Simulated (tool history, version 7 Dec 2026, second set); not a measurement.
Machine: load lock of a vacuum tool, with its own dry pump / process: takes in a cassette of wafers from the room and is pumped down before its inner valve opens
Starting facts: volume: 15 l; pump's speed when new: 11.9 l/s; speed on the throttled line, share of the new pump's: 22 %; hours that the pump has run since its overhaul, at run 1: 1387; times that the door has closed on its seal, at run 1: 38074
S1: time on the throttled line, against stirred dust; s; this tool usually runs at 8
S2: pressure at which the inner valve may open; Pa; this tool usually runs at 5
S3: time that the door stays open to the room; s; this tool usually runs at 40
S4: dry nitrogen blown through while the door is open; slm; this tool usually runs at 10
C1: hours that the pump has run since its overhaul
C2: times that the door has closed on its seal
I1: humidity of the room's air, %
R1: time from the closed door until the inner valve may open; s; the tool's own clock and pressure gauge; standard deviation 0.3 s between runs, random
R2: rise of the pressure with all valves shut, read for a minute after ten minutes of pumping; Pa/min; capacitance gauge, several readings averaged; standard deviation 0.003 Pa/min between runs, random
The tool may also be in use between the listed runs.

run,day,S1,S2,S3,S4,C1,C2,I1,R1,R2
1,0.000,8,5,40,10,1387,38074,46.1,18.8,0.054
2,2.850,8,6,40,10,1456,38389,44.9,18.9,0.059
3,7.517,8,5,40,10,1568,38905,45.9,19.0,0.060
4,11.283,8,5,40,10,1658,39321,44.4,18.5,0.052
5,14.938,8,5,40,10,1746,39724,46.7,18.6,0.057
6,17.642,8,5,40,10,1811,40023,44.4,18.8,0.052
7,20.650,8,5,40,10,1883,40356,45.6,18.4,0.048
8,23.521,8,8,40,10,1952,40673,45.0,18.1,0.051
9,26.129,8,5,40,10,2015,40961,43.2,19.3,0.050
10,29.754,8,5,40,10,2102,41361,43.8,19.2,0.049
11,31.825,8,5,40,7,2151,41590,47.3,18.8,0.058
12,33.862,8,5,43,7,2200,41815,43.3,19.1,0.063
13,36.762,8,5,43,14,2270,42135,44.2,19.1,0.046
14,40.825,8,5,43,14,2367,42584,47.0,19.1,0.047
15,43.812,5,5,40,10,2439,42914,45.8,16.5,0.053
16,47.942,8,5,40,27,2538,43370,43.9,18.5,0.036
17,52.533,8,5,40,10,2648,43878,47.7,18.7,0.052
18,55.200,8,5,40,10,2712,44172,44.8,18.8,0.056
19,59.771,7,5,25,5,2822,44677,43.9,18.6,0.056
20,62.350,7,5,25,5,2884,44962,43.3,18.1,0.053
21,64.392,12,7,44,10,2933,45188,47.2,21.6,0.063
22,67.017,14,5,146,7,2996,45478,47.9,23.5,0.106
23,69.854,5,4,68,9,3064,45791,46.0,16.6,0.068
24,74.858,5,5,40,10,3184,46344,45.0,16.5,0.055
25,78.817,5,5,40,17,3279,46781,43.3,16.8,0.039
26,83.117,6,8,30,18,3382,47256,44.7,16.8,0.039
27,86.592,4,8,30,18,3466,47640,41.4,15.3,0.037
28,89.646,5,5,92,19,3539,47977,44.8,16.6,0.064
29,92.025,5,5,40,10,3596,48240,42.5,16.7,0.053
30,95.488,6,5,40,10,3679,48622,46.2,17.3,0.052
31,98.483,6,5,40,10,3751,48953,40.9,17.4,0.049
32,100.671,8,5,225,10,3804,49195,48.1,19.1,0.114
33,104.992,8,5,225,10,3907,49672,49.6,19.2,0.115
34,107.917,8,5,40,7,3977,49995,48.1,18.9,0.070
35,110.000,10,5,35,34,4028,50226,41.7,20.1,0.024
36,114.979,6,5,35,5,4147,50775,44.4,16.8,0.061

Alternative continuations, all from the tool just after run 36; predict every row:
A,118.508,8,5,34,12,4232,51165,42.1,?,?
B,118.508,14,9,40,10,4232,51165,47.6,?,?
C,118.508,12,5,35,24,4232,51165,44.6,?,?
D,118.508,6,4,30,10,4232,51165,46.9,?,?

run,R1,R2
A,18.8,0.047
B,22.9,0.053
C,21.7,0.043
D,17.9,0.049
The same runs, with their run-to-run variation unchanged, on a tool lacking any hidden condition would have given:
run,R1,R2
A,18.8,0.046
B,22.9,0.052
C,21.7,0.042
D,17.9,0.048

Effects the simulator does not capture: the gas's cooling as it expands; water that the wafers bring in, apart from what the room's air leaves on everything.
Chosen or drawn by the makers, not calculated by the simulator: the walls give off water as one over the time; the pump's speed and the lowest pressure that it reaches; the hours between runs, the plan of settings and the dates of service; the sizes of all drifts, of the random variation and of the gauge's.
